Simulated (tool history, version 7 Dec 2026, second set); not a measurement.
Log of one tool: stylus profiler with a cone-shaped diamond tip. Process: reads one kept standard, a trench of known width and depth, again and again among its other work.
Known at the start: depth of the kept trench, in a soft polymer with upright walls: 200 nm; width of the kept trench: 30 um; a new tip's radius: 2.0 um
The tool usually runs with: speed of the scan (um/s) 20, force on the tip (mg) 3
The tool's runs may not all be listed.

run	hour	speed of the scan (um/s)	force on the tip (mg)	depth of the trench (nm)	width of the trench's floor (µm)
1	0	20	3	202.67	27.8
2	89.2	20	3	202.65	27.75
3	228	20	2.24	202.01	27.7
4	357.1	20	2.24	202.02	27.71
5	431.5	20	2.24	201.94	27.66
6	566.7	20	2.24	201.91	27.62
7	704.4	20	1.13	200.92	27.57
8	819.5	20	3	202.35	27.48
# hour 828.4: height scale calibrated on a step standard
9	903.1	29	3	202.11	27.53
10	1001.8	20	3	202.09	27.52
11	1139.9	20	3	201.96	27.44
12	1205.1	5	3.65	202.38	27.47
# hour 1242.9: height scale calibrated on a step standard, once more
13	1263.2	48	2.91	203.28	27.29
14	1402.5	66	5.27	204.65	27.28
15	1515.4	10	6.8	205.56	27.42
16	1590.5	6	1.77	202.19	27.4
17	1709	14	7.37	205.75	27.35
18	1799.6	13	1.5	201.94	27.27
19	1906.5	20	4.14	203.82	27.23
20	1965.3	7	4.96	204.33	27.31
21	2076.1	7	4.96	204.28	27.34

5 options for the next run, each taken on its own from the tool as it stands now. Forecast them:
A	2168.8	10	1.41	?	?
B	2168.8	45	1.11	?	?
C	2168.8	61	1.04	?	?
D	2168.8	75	4.72	?	?
E	2168.8	19	3.15	?	?

run	depth of the trench (nm)	width of the trench's floor (µm)
A	201.74	27.2
B	201.43	27
C	201.41	26.84
D	204.22	27.03
E	203.12	27.15
Had the tool no hidden state, the same runs would have come out as:
run	depth of the trench (nm)	width of the trench's floor (µm)
A	201.95	28.17
B	201.64	27.96
C	201.62	27.8
D	204.43	27.99
E	203.33	28.12

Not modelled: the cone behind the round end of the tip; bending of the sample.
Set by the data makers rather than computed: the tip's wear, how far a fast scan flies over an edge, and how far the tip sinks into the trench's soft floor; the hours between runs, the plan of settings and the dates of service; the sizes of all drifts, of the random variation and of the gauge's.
